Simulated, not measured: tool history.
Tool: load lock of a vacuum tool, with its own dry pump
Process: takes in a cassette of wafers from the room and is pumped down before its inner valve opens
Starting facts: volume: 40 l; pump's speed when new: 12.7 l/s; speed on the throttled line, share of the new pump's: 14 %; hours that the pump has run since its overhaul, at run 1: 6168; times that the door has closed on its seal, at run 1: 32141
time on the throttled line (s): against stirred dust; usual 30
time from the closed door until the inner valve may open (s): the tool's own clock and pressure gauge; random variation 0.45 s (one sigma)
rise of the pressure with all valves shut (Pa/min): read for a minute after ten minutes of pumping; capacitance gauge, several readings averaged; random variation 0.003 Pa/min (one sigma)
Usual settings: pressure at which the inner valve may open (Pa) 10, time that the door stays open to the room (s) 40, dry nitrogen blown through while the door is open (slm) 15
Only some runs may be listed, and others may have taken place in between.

run	hour	time on the throttled line (s)	pressure at which the inner valve may open (Pa)	time that the door stays open to the room (s)	dry nitrogen blown through while the door is open (slm)	hours that the pump has run since its overhaul	times that the door has closed on its seal	incoming humidity of the room's air, %	time from the closed door until the inner valve may open (s)	rise of the pressure with all valves shut (Pa/min)
1	0	30	10	40	15	6168	32141	45.7	55.9	0.251
2	204.6	30	10	40	15	6373	32910	45.8	56.8	0.267
3	359	30	10	40	15	6527	33491	45.5	56.8	0.257
4	620.9	30	10	40	15	6789	34476	43.5	56.2	0.277
5	794.3	30	10	40	15	6963	35128	48.7	56.8	0.287
6	1012.2	30	10	40	15	7180	35947	44.8	57.1	0.297
7	1190.4	30	8	40	15	7359	36617	43.5	57.5	0.297
8	1364.4	30	17	40	15	7533	37272	43.7	54.5	0.304
9	1567.4	30	17	40	15	7736	38035	42.9	55.5	0.317
10	1737.7	19	10	40	15	7906	38675	48.5	48.1	0.328
11	2012.2	30	15	35	7	8180	39707	47	54.8	0.344
12	2313.7	19	11	40	12	8482	40841	42.8	47	0.353
13	2656.6	19	11	40	12	8825	42130	44.7	47.2	0.375
14	2934.2	56	19	105	6	9102	43174	45.8	76.8	0.426
15	3176.1	30	14	33	15	9344	44084	42.9	55.8	0.392
16	3516.4	54	9	65	32	9685	45363	45.3	78.3	0.408
17	3801.1	32	9	65	32	9969	46434	44.8	59.5	0.413
18	3963.1	32	9	163	32	10131	47043	44	59.5	0.437
19	4290.1	16	9	80	35	10458	48273	44.6	46	0.442

5 ways to go on from here, each from the tool as it stands after run 19. What would each give?
A	4596.1	31	10	40	15	10764	49423	45.2	?	?
B	4596.1	33	9	80	35	10764	49423	47.1	?	?
C	4596.1	30	12	50	15	10764	49423	44.4	?	?
D	4596.1	55	10	60	18	10764	49423	43.3	?	?
E	4596.1	30	9	40	15	10764	49423	43.3	?	?

run	time from the closed door until the inner valve may open (s)	rise of the pressure with all valves shut (Pa/min)
A	58.3	0.456
B	60	0.46
C	57.3	0.46
D	79.9	0.463
E	58.2	0.461
Had the tool no hidden state, the same runs would have come out as:
run	time from the closed door until the inner valve may open (s)	rise of the pressure with all valves shut (Pa/min)
A	55.6	0.024
B	57.3	0.03
C	54.6	0.03
D	77.6	0.028
E	55.4	0.024
